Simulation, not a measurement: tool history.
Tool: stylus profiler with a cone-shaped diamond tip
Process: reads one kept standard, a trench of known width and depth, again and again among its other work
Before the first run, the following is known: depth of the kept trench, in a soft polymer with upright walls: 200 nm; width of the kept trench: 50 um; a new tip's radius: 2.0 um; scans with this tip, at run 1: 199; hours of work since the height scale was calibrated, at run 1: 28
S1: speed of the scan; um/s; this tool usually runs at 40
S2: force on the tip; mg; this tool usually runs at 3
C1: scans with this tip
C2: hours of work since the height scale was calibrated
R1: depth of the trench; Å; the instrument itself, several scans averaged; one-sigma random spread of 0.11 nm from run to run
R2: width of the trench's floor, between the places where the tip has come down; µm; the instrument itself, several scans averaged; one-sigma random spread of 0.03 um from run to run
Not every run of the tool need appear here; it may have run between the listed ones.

run   hour   S1    S2    C1   C2      R1     R2
  1      0   40     3   199   28  2030.8  48.09
  2   40.6   40     3   370   53  2031.4  48.08
  3   81.1   12     3   540   77  2031.2  48.23
  4  114.7   12     3   681   98  2031.9  48.19
  5  147.1   12     3   817  117  2030.7  48.18
  6    193   12     3  1010  145  2031.3  48.19
  7  215.5   12     3  1105  158  2031.2  48.22
  8    262   12     3  1300  186  2031.4   48.2
  9  307.1   12     3  1490  213    2030  48.21
 10  328.2   27   1.1  1578  226  2016.6   48.1
 11  370.3  125  5.36  1755  251  2045.9  47.93
 12  395.6  125  5.36  1861  267    2046  47.93
 13  434.5   40  7.75  2025  290  2060.2  48.19
 14  478.1   29  5.24  2208  316  2045.3  48.18
 15  511.8   29  5.24  2350  337  2045.3   48.2
 16  535.8  156  6.18  2451  351  2049.8  47.86

What will run 17 give?
 17  566.2  13   3  2579  369   ?   ?

{"run 17": {"R1": 2030.5, "R2": 48.19}}
Without the tool's hidden state the same run would have given R1 2030.4 Å, R2 48.2 µm.
